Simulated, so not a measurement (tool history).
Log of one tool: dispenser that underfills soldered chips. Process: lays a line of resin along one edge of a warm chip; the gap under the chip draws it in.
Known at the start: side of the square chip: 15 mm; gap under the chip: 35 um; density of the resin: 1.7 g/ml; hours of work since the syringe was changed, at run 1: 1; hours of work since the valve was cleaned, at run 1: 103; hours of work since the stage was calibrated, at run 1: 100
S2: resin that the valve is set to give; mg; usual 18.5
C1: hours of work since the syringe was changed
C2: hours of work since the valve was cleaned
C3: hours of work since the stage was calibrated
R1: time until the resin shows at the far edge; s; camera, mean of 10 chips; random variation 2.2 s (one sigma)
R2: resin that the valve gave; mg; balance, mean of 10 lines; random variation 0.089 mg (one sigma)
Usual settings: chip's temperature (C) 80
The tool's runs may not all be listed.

{"run": 1, "day": 0.0, "chip's temperature (C)": 80, "S2": 18.5, "C1": 1, "C2": 103, "C3": 100, "R1": 227.6, "R2": 17.1}
{"run": 2, "day": 0.208, "chip's temperature (C)": 80, "S2": 18.5, "C1": 4, "C2": 107, "C3": 104, "R1": 264.8, "R2": 17.18}
{"run": 3, "day": 0.358, "chip's temperature (C)": 80, "S2": 18.5, "C1": 7, "C2": 109, "C3": 106, "R1": 292.5, "R2": 16.86}
{"run": 4, "day": 0.546, "chip's temperature (C)": 85, "S2": 18.5, "C1": 10, "C2": 112, "C3": 110, "R1": 260.7, "R2": 16.89}
{"day": 0.629, "done": "new syringe of resin"}
{"run": 5, "day": 0.729, "chip's temperature (C)": 85, "S2": 18.5, "C1": 2, "C2": 115, "C3": 113, "R1": 184, "R2": 16.83}
{"run": 6, "day": 0.988, "chip's temperature (C)": 85, "S2": 18.5, "C1": 6, "C2": 120, "C3": 117, "R1": 227.1, "R2": 16.74}
{"run": 7, "day": 1.121, "chip's temperature (C)": 85, "S2": 18.5, "C1": 9, "C2": 122, "C3": 119, "R1": 237.9, "R2": 16.66}
{"day": 1.288, "done": "new syringe of resin"}
{"day": 1.371, "done": "dispensing valve cleaned and set on the balance"}
{"run": 8, "day": 1.438, "chip's temperature (C)": 80, "S2": 18.5, "C1": 2, "C2": 1, "C3": 124, "R1": 240.3, "R2": 18.61}
{"run": 9, "day": 1.562, "chip's temperature (C)": 80, "S2": 18.5, "C1": 4, "C2": 3, "C3": 126, "R1": 261.2, "R2": 18.38}
{"run": 10, "day": 1.825, "chip's temperature (C)": 86, "S2": 18.5, "C1": 9, "C2": 8, "C3": 131, "R1": 231, "R2": 18.58}
{"day": 2.004, "done": "new syringe of resin"}
{"run": 11, "day": 2.104, "chip's temperature (C)": 86, "S2": 18.5, "C1": 2, "C2": 13, "C3": 135, "R1": 179.1, "R2": 18.37}
{"run": 12, "day": 2.346, "chip's temperature (C)": 80, "S2": 18.5, "C1": 6, "C2": 17, "C3": 140, "R1": 287.3, "R2": 18.34}
{"run": 13, "day": 2.483, "chip's temperature (C)": 80, "S2": 18.5, "C1": 8, "C2": 19, "C3": 142, "R1": 315.4, "R2": 18.29}
{"day": 2.683, "done": "new syringe of resin"}
{"run": 14, "day": 2.712, "chip's temperature (C)": 80, "S2": 18.5, "C1": 0, "C2": 23, "C3": 146, "R1": 234.8, "R2": 18.25}
{"run": 15, "day": 2.862, "chip's temperature (C)": 68, "S2": 18.5, "C1": 3, "C2": 26, "C3": 148, "R1": 484.1, "R2": 18.13}
{"run": 16, "day": 3.088, "chip's temperature (C)": 68, "S2": 18.5, "C1": 7, "C2": 30, "C3": 152, "R1": 558.9, "R2": 18.28}
{"run": 17, "day": 3.204, "chip's temperature (C)": 78, "S2": 18.5, "C1": 9, "C2": 32, "C3": 154, "R1": 365.4, "R2": 18}
{"day": 3.358, "done": "new syringe of resin"}
{"run": 18, "day": 3.358, "chip's temperature (C)": 78, "S2": 18.5, "C1": 0, "C2": 34, "C3": 157, "R1": 258, "R2": 18.24}
{"run": 19, "day": 3.558, "chip's temperature (C)": 71, "S2": 18.7, "C1": 4, "C2": 38, "C3": 160, "R1": 416.8, "R2": 18.12}
{"run": 20, "day": 3.796, "chip's temperature (C)": 73, "S2": 22.3, "C1": 8, "C2": 42, "C3": 165, "R1": 424.2, "R2": 21.46}
{"run": 21, "day": 3.904, "chip's temperature (C)": 91, "S2": 21.1, "C1": 10, "C2": 44, "C3": 166, "R1": 192.7, "R2": 20.56}
{"day": 4.029, "done": "new syringe of resin"}
{"run": 22, "day": 4.033, "chip's temperature (C)": 65, "S2": 22.8, "C1": 0, "C2": 46, "C3": 169, "R1": 499.5, "R2": 22.02}
{"run": 23, "day": 4.175, "chip's temperature (C)": 80, "S2": 15.9, "C1": 3, "C2": 48, "C3": 171, "R1": 273.1, "R2": 15.36}
{"run": 24, "day": 4.321, "chip's temperature (C)": 74, "S2": 18.2, "C1": 5, "C2": 51, "C3": 174, "R1": 393.1, "R2": 17.49}
{"run": 25, "day": 4.567, "chip's temperature (C)": 67, "S2": 21.5, "C1": 9, "C2": 55, "C3": 178, "R1": 640.7, "R2": 20.72}
{"day": 4.696, "done": "new syringe of resin"}
{"run": 26, "day": 4.758, "chip's temperature (C)": 86, "S2": 18.6, "C1": 1, "C2": 58, "C3": 181, "R1": 177.5, "R2": 17.68}
{"run": 27, "day": 5.008, "chip's temperature (C)": 73, "S2": 16.3, "C1": 5, "C2": 62, "C3": 185, "R1": 431.3, "R2": 15.56}
{"run": 28, "day": 5.171, "chip's temperature (C)": 70, "S2": 16.6, "C1": 8, "C2": 65, "C3": 188, "R1": 556.7, "R2": 15.85}
{"day": 5.358, "done": "new syringe of resin"}
{"run": 29, "day": 5.375, "chip's temperature (C)": 88, "S2": 21.5, "C1": 0, "C2": 69, "C3": 192, "R1": 153.8, "R2": 20.47}
{"run": 30, "day": 5.512, "chip's temperature (C)": 88, "S2": 21.5, "C1": 3, "C2": 71, "C3": 194, "R1": 167.7, "R2": 20.19}
{"run": 31, "day": 5.7, "chip's temperature (C)": 87, "S2": 16.1, "C1": 6, "C2": 74, "C3": 197, "R1": 219.8, "R2": 15.1}
{"run": 32, "day": 5.85, "chip's temperature (C)": 87, "S2": 16.5, "C1": 9, "C2": 77, "C3": 200, "R1": 239.8, "R2": 15.61}
{"day": 6.025, "done": "new syringe of resin"}
{"run": 33, "day": 6.062, "chip's temperature (C)": 84, "S2": 22.9, "C1": 1, "C2": 80, "C3": 203, "R1": 189.9, "R2": 21.49}
{"run": 34, "day": 6.267, "chip's temperature (C)": 80, "S2": 19.9, "C1": 4, "C2": 84, "C3": 207, "R1": 275.9, "R2": 18.58}
{"run": 35, "day": 6.525, "chip's temperature (C)": 89, "S2": 22, "C1": 9, "C2": 88, "C3": 211, "R1": 207.3, "R2": 20.61}

Hidden state or all else? Some run-to-run changes of R1, split into what the settings, what came in and random variation would give without the hidden state, and what is left for the hidden state (with any gauge scatter that isn't in both results):
The hidden state here: resin's viscosity, % of fresh resin's; dose that the valve gives, % of what is set; true chip temperature over the reading, C; drift of the gauge itself on fill_s, %; drift of the gauge itself on given_mg, %.
Run 21 -> 22: chip's temperature (C) 91 -> 65, S2 21.1 -> 22.8, new syringe of resin. R1 +306.8 s: hidden state -28.9, all else +335.7.
Run 24 -> 25: chip's temperature (C) 74 -> 67, S2 18.2 -> 21.5. R1 +247.6 s: hidden state +133.2, all else +114.4.
Run 25 -> 26: chip's temperature (C) 67 -> 86, S2 21.5 -> 18.6, new syringe of resin. R1 -463.2 s: hidden state -210.7, all else -252.5.
Run 28 -> 29: chip's temperature (C) 70 -> 88, S2 16.6 -> 21.5, new syringe of resin. R1 -402.9 s: hidden state -170.8, all else -232.1.
